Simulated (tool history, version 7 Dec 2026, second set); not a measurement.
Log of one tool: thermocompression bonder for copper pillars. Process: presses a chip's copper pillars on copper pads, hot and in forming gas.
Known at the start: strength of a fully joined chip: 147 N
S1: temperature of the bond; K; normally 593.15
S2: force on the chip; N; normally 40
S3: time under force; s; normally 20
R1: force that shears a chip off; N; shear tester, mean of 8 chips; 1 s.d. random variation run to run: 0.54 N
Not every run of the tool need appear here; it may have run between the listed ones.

run 1 hour=0 | S1=593.15 S2=40 S3=20 | R1=77.3
-- hour=8.7 heater calibrated with a thermocouple chip
run 2 hour=22.2 | S1=593.15 S2=40 S3=20 | R1=77.1
run 3 hour=40.6 | S1=593.15 S2=26 S3=20 | R1=61.7
run 4 hour=60.3 | S1=593.15 S2=26 S3=20 | R1=61.5
run 5 hour=82.8 | S1=593.15 S2=26 S3=20 | R1=61.8
run 6 hour=97 | S1=593.15 S2=40 S3=54 | R1=103.5
run 7 hour=118.8 | S1=593.15 S2=40 S3=54 | R1=104.4
run 8 hour=130.1 | S1=593.15 S2=40 S3=54 | R1=103.5
run 9 hour=149.3 | S1=593.15 S2=40 S3=43 | R1=97.5
run 10 hour=160.7 | S1=593.15 S2=40 S3=43 | R1=96.8
run 11 hour=175.1 | S1=572.15 S2=40 S3=16 | R1=57.7
run 12 hour=185.9 | S1=616.15 S2=26 S3=51 | R1=100.4
run 13 hour=201.3 | S1=616.15 S2=24 S3=16 | R1=67.8
run 14 hour=220 | S1=619.15 S2=42 S3=28 | R1=104.6
run 15 hour=230.4 | S1=619.15 S2=42 S3=28 | R1=105.5
run 16 hour=242.6 | S1=619.15 S2=42 S3=28 | R1=104.6
run 17 hour=262.3 | S1=619.15 S2=42 S3=28 | R1=104.2
run 18 hour=276.1 | S1=619.15 S2=42 S3=28 | R1=104.7
run 19 hour=290.5 | S1=615.15 S2=38 S3=22 | R1=92.7
run 20 hour=310.2 | S1=565.15 S2=50 S3=39 | R1=84

5 options for the next run, each taken on its own from the tool as it stands now. Forecast them:
run A hour=333.1 | S1=592.15 S2=55 S3=37 | R1=?
run B hour=333.1 | S1=616.15 S2=40 S3=56 | R1=?
run C hour=333.1 | S1=565.15 S2=50 S3=48 | R1=?
run D hour=333.1 | S1=597.15 S2=27 S3=39 | R1=?
run E hour=333.1 | S1=621.15 S2=24 S3=21 | R1=?

run=A R1=105
run=B R1=119.2
run=C R1=88.2
run=D R1=82.1
run=E R1=76.9
Had the tool no hidden state, the same runs would have come out as:
run=A R1=105.1
run=B R1=119.3
run=C R1=88.3
run=D R1=82.1
run=E R1=77
